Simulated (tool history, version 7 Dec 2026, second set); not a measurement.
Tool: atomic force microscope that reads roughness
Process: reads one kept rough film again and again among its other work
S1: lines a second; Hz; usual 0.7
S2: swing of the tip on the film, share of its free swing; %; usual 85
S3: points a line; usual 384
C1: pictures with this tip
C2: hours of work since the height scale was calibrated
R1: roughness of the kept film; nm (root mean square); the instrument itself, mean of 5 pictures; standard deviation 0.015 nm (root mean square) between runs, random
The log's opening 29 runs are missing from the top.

Run 30, day 11.554: usual settings but S1 1.341 Hz, S2 73 %, S3 838; C1 186; C2 445. Result: R1 2.736 nm (root mean square).
Run 31, day 12.046: usual settings but S2 64 %; C1 203; C2 454. Result: R1 2.708 nm (root mean square).
Run 32, day 12.325: usual settings but S2 64 %; C1 212; C2 459. Result: R1 2.684 nm (root mean square).
Run 33, day 12.621: usual settings but S2 64 %; C1 222; C2 465. Result: R1 2.681 nm (root mean square).
Run 34, day 12.967: usual settings but S2 64 %; C1 234; C2 471. Result: R1 2.625 nm (root mean square).
Run 35, day 13.471: usual settings but S1 2.619 Hz, S2 63 %, S3 551; C1 251; C2 481. Result: R1 2.556 nm (root mean square).
Run 36, day 13.938: usual settings but S1 1.406 Hz, S2 76 %; C1 267; C2 490. Result: R1 2.478 nm (root mean square).
Run 37, day 14.412: usual settings but S1 1.406 Hz, S2 76 %; C1 283; C2 499. Result: R1 2.447 nm (root mean square).
Run 38, day 14.954: usual settings but S1 2 Hz, S2 76 %, S3 296; C1 301; C2 509. Result: R1 2.34 nm (root mean square).
At day 15.25: new tip fitted.
Run 39, day 15.296: usual settings but S3 345; C1 2; C2 515. Result: R1 3.522 nm (root mean square).
Run 40, day 15.583: usual settings but S1 1.618 Hz, S2 90 %; C1 11; C2 521. Result: R1 3.301 nm (root mean square).
Run 41, day 15.817: usual settings but S2 63 %, S3 1019; C1 19; C2 525. Result: R1 3.55 nm (root mean square).
Run 42, day 16.121: usual settings but S2 63 %, S3 1019; C1 29; C2 531. Result: R1 3.497 nm (root mean square).
Run 43, day 16.65: usual settings but S3 346; C1 47; C2 541. Result: R1 3.286 nm (root mean square).
Run 44, day 17.154: usual settings but S3 346; C1 64; C2 550. Result: R1 3.204 nm (root mean square).
Run 45, day 17.65: usual settings but S3 346; C1 81; C2 560. Result: R1 3.146 nm (root mean square).
Run 46, day 17.933: usual settings but S1 1.165 Hz, S3 774; C1 91; C2 565. Result: R1 3.109 nm (root mean square).
Run 47, day 18.462: usual settings but S1 0.59 Hz, S3 774; C1 108; C2 575. Result: R1 3.11 nm (root mean square).
Run 48, day 18.75: usual settings but S2 72 %, S3 793; C1 118; C2 581. Result: R1 3.085 nm (root mean square).
Run 49, day 19.108: usual settings but S1 1.251 Hz, S2 64 %, S3 335; C1 130; C2 588. Result: R1 2.983 nm (root mean square).
Run 50, day 19.467: usual settings but S1 2.121 Hz, S2 80 %; C1 142; C2 594. Result: R1 2.849 nm (root mean square).
Run 51, day 19.817: usual settings but S3 426; C1 154; C2 601. Result: R1 2.914 nm (root mean square).
Run 52, day 20.308: usual settings but S1 1.259 Hz, S2 73 %, S3 292; C1 171; C2 610. Result: R1 2.801 nm (root mean square).
Run 53, day 20.821: usual settings but S1 3.845 Hz, S2 76 %, S3 304; C1 188; C2 620. Result: R1 2.605 nm (root mean square).

Consider 3 possible next runs. They are alternatives, not a sequence: every one starts from the tool as it was left by run 53. What does each give?
Run A, day 21.338: usual settings but S1 1.219 Hz, S2 58 %; C1 205; C2 630. Result: R1 ?.
Run B, day 21.338: usual settings but S1 1.566 Hz, S2 76 %, S3 304; C1 205; C2 630. Result: R1 ?.
Run C, day 21.338: usual settings but S2 58 %, S3 401; C1 205; C2 630. Result: R1 ?.

run     R1
  A  2.788
  B  2.682
  C  2.804
Without the tool's hidden state the same runs would have given:
run     R1
  A  3.616
  B   3.48
  C  3.638
